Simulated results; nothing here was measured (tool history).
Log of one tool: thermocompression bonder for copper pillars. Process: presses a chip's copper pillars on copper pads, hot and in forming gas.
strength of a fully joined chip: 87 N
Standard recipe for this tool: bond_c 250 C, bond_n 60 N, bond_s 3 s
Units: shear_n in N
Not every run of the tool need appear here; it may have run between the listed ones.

| run | hour | bond_c | bond_n | bond_s | shear_n |
|---|---|---|---|---|---|
| 1 | 0 | 250 | 60 | 3 | 59.5 |
| 2 | 37.5 | 250 | 60 | 3 | 60 |
| 3 | 60.2 | 250 | 60 | 3 | 60 |
| 4 | 100.6 | 250 | 60 | 3 | 59.7 |
| 5 | 134.2 | 250 | 60 | 3 | 60.4 |
|  | 159.9 | forming gas filter changed |
| 6 | 169 | 250 | 60 | 3 | 59.9 |
| 7 | 196 | 250 | 60 | 3 | 60.5 |
| 8 | 240.4 | 250 | 60 | 3 | 60.2 |
| 9 | 287.1 | 250 | 60 | 4 | 64.8 |
| 10 | 326.7 | 250 | 60 | 3 | 60.4 |
| 11 | 372 | 250 | 60 | 3 | 60.3 |
| 12 | 408 | 250 | 60 | 3 | 60.5 |
| 13 | 453.8 | 250 | 45 | 3 | 49.5 |
| 14 | 502.8 | 250 | 60 | 5 | 68.9 |
| 15 | 550.6 | 250 | 60 | 5 | 68.9 |
| 16 | 590.8 | 250 | 60 | 5 | 69.3 |
| 17 | 636.6 | 251 | 60 | 5 | 69.3 |
| 18 | 678.4 | 250 | 90 | 3 | 75.8 |
| 19 | 712 | 250 | 60 | 5 | 69 |
| 20 | 744.3 | 257 | 60 | 3 | 65.4 |
| 21 | 789.6 | 257 | 60 | 3 | 65.6 |
|  | 811.9 | forming gas filter changed |
| 22 | 820.3 | 257 | 60 | 3 | 65.4 |
| 23 | 850.2 | 257 | 60 | 3 | 66.1 |
|  | 894.2 | gauge calibrated |
| 24 | 894.2 | 257 | 60 | 3 | 64 |
| 25 | 920.4 | 274 | 52 | 3 | 67.2 |
| 26 | 942.3 | 250 | 85 | 3 | 72.1 |
| 27 | 963.1 | 250 | 85 | 3 | 72.3 |
| 28 | 984.9 | 250 | 60 | 5 | 67.6 |
| 29 | 1030 | 230 | 60 | 4 | 52.2 |
| 30 | 1063.7 | 238 | 54 | 3 | 49.2 |
| 31 | 1098.2 | 272 | 53 | 3 | 67.8 |
| 32 | 1135.3 | 265 | 47 | 3 | 59.5 |
|  | 1140.5 | force cell calibrated |
| 33 | 1175.8 | 250 | 83 | 2 | 66.2 |
| 34 | 1201.8 | 263 | 83 | 2 | 73 |
| 35 | 1236.1 | 227 | 55 | 6 | 54.1 |
| 36 | 1285.1 | 227 | 89 | 2 | 55.1 |
| 37 | 1305.7 | 227 | 89 | 2 | 55.1 |
| 38 | 1353.2 | 227 | 89 | 2 | 55 |
| 39 | 1380.2 | 242 | 89 | 2 | 64 |

Here are 4 independent what-if runs from the current tool condition. What would each one return?
| A | 1426.4 | 279 | 89 | 2 | ? |
| B | 1426.4 | 250 | 83 | 4 | ? |
| C | 1426.4 | 228 | 60 | 2 | ? |
| D | 1426.4 | 258 | 89 | 8 | ? |

| run | shear_n |
|---|---|
| A | 81.2 |
| B | 76 |
| C | 41.2 |
| D | 85.3 |
The same runs, with their run-to-run variation unchanged, on a tool lacking any hidden condition would have given:
| run | shear_n |
|---|---|
| A | 80 |
| B | 74.8 |
| C | 40.4 |
| D | 84.1 |
